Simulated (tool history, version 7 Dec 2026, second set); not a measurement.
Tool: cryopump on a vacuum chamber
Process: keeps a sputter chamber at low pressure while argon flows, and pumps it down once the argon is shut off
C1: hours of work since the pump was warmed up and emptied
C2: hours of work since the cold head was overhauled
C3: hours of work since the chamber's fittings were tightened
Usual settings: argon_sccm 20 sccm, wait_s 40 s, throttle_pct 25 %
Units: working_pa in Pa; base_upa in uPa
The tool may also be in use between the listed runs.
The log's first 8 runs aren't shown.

{"run": 9, "hour": 117.3, "argon_sccm": 9, "wait_s": 109, "throttle_pct": 25, "C1": 64, "C2": 64, "C3": 1438, "working_pa": 0.0624, "base_upa": 2.51}
{"run": 10, "hour": 130.8, "argon_sccm": 9, "wait_s": 109, "throttle_pct": 25, "C1": 71, "C2": 71, "C3": 1444, "working_pa": 0.0624, "base_upa": 2.55}
{"run": 11, "hour": 145.4, "argon_sccm": 9, "wait_s": 109, "throttle_pct": 25, "C1": 77, "C2": 77, "C3": 1451, "working_pa": 0.0628, "base_upa": 2.46}
{"run": 12, "hour": 161.2, "argon_sccm": 9, "wait_s": 109, "throttle_pct": 25, "C1": 85, "C2": 85, "C3": 1458, "working_pa": 0.0623, "base_upa": 2.54}
{"run": 13, "hour": 180.1, "argon_sccm": 20, "wait_s": 40, "throttle_pct": 25, "C1": 93, "C2": 93, "C3": 1467, "working_pa": 0.1389, "base_upa": 4.55}
{"run": 14, "hour": 194.9, "argon_sccm": 20, "wait_s": 40, "throttle_pct": 18, "C1": 100, "C2": 100, "C3": 1474, "working_pa": 0.1929, "base_upa": 4.5}
{"run": 15, "hour": 206.9, "argon_sccm": 20, "wait_s": 40, "throttle_pct": 18, "C1": 106, "C2": 106, "C3": 1479, "working_pa": 0.1913, "base_upa": 4.7}
{"run": 16, "hour": 224.9, "argon_sccm": 20, "wait_s": 122, "throttle_pct": 25, "C1": 114, "C2": 114, "C3": 1488, "working_pa": 0.1385, "base_upa": 2.37}
{"run": 17, "hour": 235.8, "argon_sccm": 20, "wait_s": 40, "throttle_pct": 54, "C1": 119, "C2": 119, "C3": 1493, "working_pa": 0.0648, "base_upa": 4.65}
{"run": 18, "hour": 246.0, "argon_sccm": 13, "wait_s": 40, "throttle_pct": 23, "C1": 124, "C2": 124, "C3": 1498, "working_pa": 0.0982, "base_upa": 4.72}
{"run": 19, "hour": 261.2, "argon_sccm": 13, "wait_s": 40, "throttle_pct": 23, "C1": 131, "C2": 131, "C3": 1505, "working_pa": 0.0976, "base_upa": 4.64}
{"run": 20, "hour": 271.5, "argon_sccm": 13, "wait_s": 40, "throttle_pct": 23, "C1": 136, "C2": 136, "C3": 1509, "working_pa": 0.098, "base_upa": 4.75}
{"run": 21, "hour": 280.4, "argon_sccm": 20, "wait_s": 285, "throttle_pct": 31, "C1": 140, "C2": 140, "C3": 1513, "working_pa": 0.1119, "base_upa": 1.77}
{"run": 22, "hour": 294.2, "argon_sccm": 22, "wait_s": 64, "throttle_pct": 25, "C1": 146, "C2": 146, "C3": 1520, "working_pa": 0.1535, "base_upa": 3.42}
{"run": 23, "hour": 311.2, "argon_sccm": 20, "wait_s": 182, "throttle_pct": 15, "C1": 154, "C2": 154, "C3": 1528, "working_pa": 0.2309, "base_upa": 2.01}
{"run": 24, "hour": 329.5, "argon_sccm": 19, "wait_s": 57, "throttle_pct": 59, "C1": 162, "C2": 162, "C3": 1536, "working_pa": 0.0563, "base_upa": 3.61}
{"run": 25, "hour": 347.3, "argon_sccm": 15, "wait_s": 40, "throttle_pct": 25, "C1": 171, "C2": 171, "C3": 1544, "working_pa": 0.104, "base_upa": 4.73}
{"run": 26, "hour": 366.6, "argon_sccm": 31, "wait_s": 123, "throttle_pct": 25, "C1": 180, "C2": 180, "C3": 1553, "working_pa": 0.2161, "base_upa": 2.41}
{"run": 27, "hour": 383.6, "argon_sccm": 31, "wait_s": 123, "throttle_pct": 25, "C1": 187, "C2": 187, "C3": 1561, "working_pa": 0.2152, "base_upa": 2.48}
{"run": 28, "hour": 399.8, "argon_sccm": 31, "wait_s": 123, "throttle_pct": 25, "C1": 195, "C2": 195, "C3": 1569, "working_pa": 0.2154, "base_upa": 2.38}
{"run": 29, "hour": 417.5, "argon_sccm": 16, "wait_s": 120, "throttle_pct": 48, "C1": 203, "C2": 203, "C3": 1577, "working_pa": 0.0592, "base_upa": 2.43}
{"run": 30, "hour": 426.2, "argon_sccm": 15, "wait_s": 27, "throttle_pct": 21, "C1": 207, "C2": 207, "C3": 1581, "working_pa": 0.1241, "base_upa": 6.59}
{"run": 31, "hour": 434.1, "argon_sccm": 15, "wait_s": 293, "throttle_pct": 29, "C1": 211, "C2": 211, "C3": 1585, "working_pa": 0.0904, "base_upa": 1.79}
{"run": 32, "hour": 443.7, "argon_sccm": 16, "wait_s": 40, "throttle_pct": 15, "C1": 215, "C2": 215, "C3": 1589, "working_pa": 0.1852, "base_upa": 4.76}
{"run": 33, "hour": 462.9, "argon_sccm": 16, "wait_s": 40, "throttle_pct": 15, "C1": 224, "C2": 224, "C3": 1598, "working_pa": 0.1843, "base_upa": 4.91}

3 ways to go on from here, each from the tool as it stands after run 33. What would each give?
{"run": "A", "hour": 482.2, "argon_sccm": 34, "wait_s": 40, "throttle_pct": 20, "C1": 233, "C2": 233, "C3": 1607, "working_pa": "?", "base_upa": "?"}
{"run": "B", "hour": 482.2, "argon_sccm": 14, "wait_s": 40, "throttle_pct": 47, "C1": 233, "C2": 233, "C3": 1607, "working_pa": "?", "base_upa": "?"}
{"run": "C", "hour": 482.2, "argon_sccm": 16, "wait_s": 21, "throttle_pct": 22, "C1": 233, "C2": 233, "C3": 1607, "working_pa": "?", "base_upa": "?"}

run=A working_pa=0.2947 base_upa=4.73
run=B working_pa=0.0520 base_upa=4.86
run=C working_pa=0.1266 base_upa=7.90
Without the tool's hidden state the same runs would have given:
run=A working_pa=0.2922 base_upa=3.71
run=B working_pa=0.0510 base_upa=3.80
run=C working_pa=0.1255 base_upa=6.86
